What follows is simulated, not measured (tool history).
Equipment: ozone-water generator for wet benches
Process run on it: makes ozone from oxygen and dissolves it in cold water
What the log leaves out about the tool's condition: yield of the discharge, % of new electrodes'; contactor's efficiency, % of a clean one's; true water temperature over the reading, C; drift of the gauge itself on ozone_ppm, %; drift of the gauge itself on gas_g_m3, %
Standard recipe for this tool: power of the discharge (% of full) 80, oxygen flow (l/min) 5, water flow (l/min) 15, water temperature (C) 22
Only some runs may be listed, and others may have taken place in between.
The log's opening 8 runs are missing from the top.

run    hour  power of the discharge (% of full)  oxygen flow (l/min)  water flow (l/min)  water temperature (C)  hours of work since the electrodes were changed  hours of work since the contactor was cleaned  hours of work since the thermometer was calibrated  dissolved ozone (ppm)  ozone in the gas ahead of the water (g/m3)
  9   868.8                                  80                    5                  24                     22                                             2468                                           6393                                                4469                   19.6                                       232.4
      889.7  -- water thermometer calibrated
 10   951.7                                  80                    5                  24                     22                                             2536                                           6461                                                  51                   19.8                                       231.2
 11  1071.4                                  81                    5                  15                     22                                             2636                                           6560                                                 150                   27.8                                       232.7
 12  1177.8                                  80                    5                  15                     15                                             2724                                           6648                                                 238                   30.3                                       233.1
 13  1306.9                                  80                    5                  15                     15                                             2830                                           6755                                                 345                   30.7                                       230.5
 14  1411.5                                  80                    5                  15                     28                                             2917                                           6841                                                 432                   24.3                                       231.5
 15  1488.6                                  80                    5                  15                     28                                             2981                                           6905                                                 496                   24.3                                       230.3
 16  1578.4                                  80                    5                  15                     22                                             3055                                           6979                                                 570                   26.9                                       230.3
 17  1710.4                                  80                 3.04                   9                     22                                             3164                                           7089                                                 679                     37                                       283.1
 18    1817                                  62                 2.62                  18                     28                                             3253                                           7177                                                 767                   16.5                                       246.6

What does the tool deliver on the next run?
 19  1930.3                                  62                 2.62                  18                     28                                             3346                                           7271                                                 861                      ?                                           ?

{"run 19": {"dissolved ozone (ppm)": 16.2, "ozone in the gas ahead of the water (g/m3)": 246}}
The same run, on a tool lacking any hidden state, would have yielded dissolved ozone (ppm) 18.1, ozone in the gas ahead of the water (g/m3) 256.8.

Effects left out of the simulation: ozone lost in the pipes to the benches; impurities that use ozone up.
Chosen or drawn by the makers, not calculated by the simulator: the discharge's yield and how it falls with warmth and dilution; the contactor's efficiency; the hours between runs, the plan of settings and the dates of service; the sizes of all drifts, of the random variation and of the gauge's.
